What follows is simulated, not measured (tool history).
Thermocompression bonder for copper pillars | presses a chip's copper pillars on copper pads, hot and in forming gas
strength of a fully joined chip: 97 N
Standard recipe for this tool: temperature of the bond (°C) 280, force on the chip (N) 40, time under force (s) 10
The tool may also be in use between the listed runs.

run   hour  temperature of the bond (°C)  force on the chip (N)  time under force (s)  force that shears a chip off (N)
  1      0                           280                     40                    10                              58.7
  2   21.6                           280                     40                    10                              57.9
  3   40.5                           280                     40                    11                              60.9
  4   54.2                           280                     40                    10                              58.4
  5     69                           280                     40                    10                              58.3
  6   79.9                           297                     40                    10                              65.9
  7   93.5                           280                     40                    10                              58.6
  8  115.2                           280                     40                    10                              57.8
  9  131.4                           280                     40                    10                              58.1
 10  145.1                           280                     40                    10                              57.8
 11    157                           280                     40                    10                              58.2
 12  174.7                           280                     40                    10                              58.5
 13  191.2                           280                     40                    10                              58.3
 14  206.5                           280                     40                     7                              51.2
     210.4  -- heater calibrated with a thermocouple chip
 15  225.1                           280                     58                    10                              73.6
     229.3  -- force cell calibrated
 16  241.6                           280                     58                    10                              71.8
 17  254.7                           280                     40                    10                              54.7
 18  264.3                           280                     24                    10                              33.4
     283.4  -- heater calibrated with a thermocouple chip, once more
 19  283.4                           280                     24                    10                              32.1
 20    294                           280                     24                    10                                33
 21  309.1                           280                     24                    10                                32
 22    324                           291                     34                     9                              49.1
 23  341.2                           300                     32                    23                              65.1
 24  359.7                           280                     26                    10                              34.8
 25  368.5                           280                     39                    10                              51.2
 26  386.7                           306                     40                     6                              56.8
 27  400.8                           280                     28                    10                              37.8
 28  411.2                           280                     28                    10                                37
     417.3  -- forming gas filter changed
 29  433.4                           280                     36                    26                              69.1
 30  452.6                           280                     36                    26                              67.9
 31  465.3                           280                     36                    26                                68
 32  475.6                           280                     36                    26                              66.5
 33  484.4                           261                     44                    19                                62
 34  502.3                           261                     44                    19                              62.1
 35  513.5                           280                     25                     7                              30.5
 36  523.7                           280                     25                     7                              31.2
 37  536.4                           291                     40                    10                              60.3
 38  550.1                           291                     36                    10                              56.8
 39  568.3                           280                     27                    18                              47.9
 40  587.8                           285                     40                    10                              57.9

Branching from run 40: 3 alternative next runs. What would each branch give?
  A  609.3                           264                     33                    10                                 ?
  B  609.3                           285                     26                    21                                 ?
  C  609.3                           280                     35                    10                                 ?

run  force that shears a chip off (N)
  A                              39.1
  B                              50.6
  C                              49.4
Without the tool's hidden state the same runs would have given:
run  force that shears a chip off (N)
  A                              39.3
  B                                51
  C                              49.7

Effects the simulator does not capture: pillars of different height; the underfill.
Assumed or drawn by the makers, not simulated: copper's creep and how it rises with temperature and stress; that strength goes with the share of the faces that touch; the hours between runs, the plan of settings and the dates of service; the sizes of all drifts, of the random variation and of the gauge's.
